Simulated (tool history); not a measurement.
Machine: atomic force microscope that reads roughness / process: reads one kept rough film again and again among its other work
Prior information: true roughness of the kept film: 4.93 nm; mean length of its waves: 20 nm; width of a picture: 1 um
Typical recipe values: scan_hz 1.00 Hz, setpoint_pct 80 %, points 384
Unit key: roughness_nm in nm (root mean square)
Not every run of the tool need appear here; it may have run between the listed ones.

{"run": 1, "hour": 0.0, "scan_hz": 1.0, "setpoint_pct": 80, "points": 384, "roughness_nm": 2.822}
{"run": 2, "hour": 24.2, "scan_hz": 0.84, "setpoint_pct": 80, "points": 384, "roughness_nm": 2.728}
{"run": 3, "hour": 59.6, "scan_hz": 0.84, "setpoint_pct": 80, "points": 384, "roughness_nm": 2.568}
{"hour": 80.3, "done": "new tip fitted"}
{"run": 4, "hour": 99.3, "scan_hz": 1.0, "setpoint_pct": 80, "points": 384, "roughness_nm": 3.466}
{"run": 5, "hour": 146.1, "scan_hz": 1.0, "setpoint_pct": 80, "points": 384, "roughness_nm": 3.143}
{"run": 6, "hour": 172.5, "scan_hz": 1.0, "setpoint_pct": 80, "points": 384, "roughness_nm": 2.978}
{"run": 7, "hour": 223.4, "scan_hz": 1.0, "setpoint_pct": 80, "points": 384, "roughness_nm": 2.625}
{"run": 8, "hour": 254.3, "scan_hz": 1.0, "setpoint_pct": 80, "points": 384, "roughness_nm": 2.475}
{"hour": 269.5, "done": "new tip fitted"}
{"run": 9, "hour": 310.2, "scan_hz": 1.0, "setpoint_pct": 80, "points": 384, "roughness_nm": 3.281}
{"run": 10, "hour": 357.0, "scan_hz": 1.0, "setpoint_pct": 80, "points": 597, "roughness_nm": 2.943}
{"hour": 361.8, "done": "height scale calibrated on a step standard"}
{"run": 11, "hour": 384.2, "scan_hz": 1.71, "setpoint_pct": 68, "points": 706, "roughness_nm": 2.813}
{"run": 12, "hour": 414.3, "scan_hz": 1.71, "setpoint_pct": 68, "points": 706, "roughness_nm": 2.66}
{"run": 13, "hour": 452.5, "scan_hz": 1.71, "setpoint_pct": 68, "points": 706, "roughness_nm": 2.485}
{"hour": 458.2, "done": "new tip fitted"}
{"run": 14, "hour": 494.0, "scan_hz": 1.71, "setpoint_pct": 68, "points": 706, "roughness_nm": 3.304}
{"run": 15, "hour": 540.0, "scan_hz": 1.71, "setpoint_pct": 57, "points": 837, "roughness_nm": 3.08}
{"run": 16, "hour": 566.2, "scan_hz": 3.27, "setpoint_pct": 57, "points": 837, "roughness_nm": 2.83}
{"run": 17, "hour": 609.9, "scan_hz": 1.0, "setpoint_pct": 66, "points": 449, "roughness_nm": 2.667}
{"hour": 632.4, "done": "height scale calibrated on a step standard, once more"}
{"hour": 648.4, "done": "new tip fitted"}
{"run": 18, "hour": 668.2, "scan_hz": 1.0, "setpoint_pct": 67, "points": 600, "roughness_nm": 3.594}

The logged runs with the hidden state left out (each run's random variation unchanged):
What the log doesn't record here: radius of the tip, nm; height scale over the true one, %; drift of the gauge itself on roughness_nm, %.
run=1 roughness_nm=3.627
run=2 roughness_nm=3.656
run=3 roughness_nm=3.672
run=4 roughness_nm=3.632
run=5 roughness_nm=3.654
run=6 roughness_nm=3.664
run=7 roughness_nm=3.613
run=8 roughness_nm=3.613
run=9 roughness_nm=3.655
run=10 roughness_nm=3.652
run=11 roughness_nm=3.691
run=12 roughness_nm=3.689
run=13 roughness_nm=3.697
run=14 roughness_nm=3.719
run=15 roughness_nm=3.848
run=16 roughness_nm=3.734
run=17 roughness_nm=3.821
run=18 roughness_nm=3.796
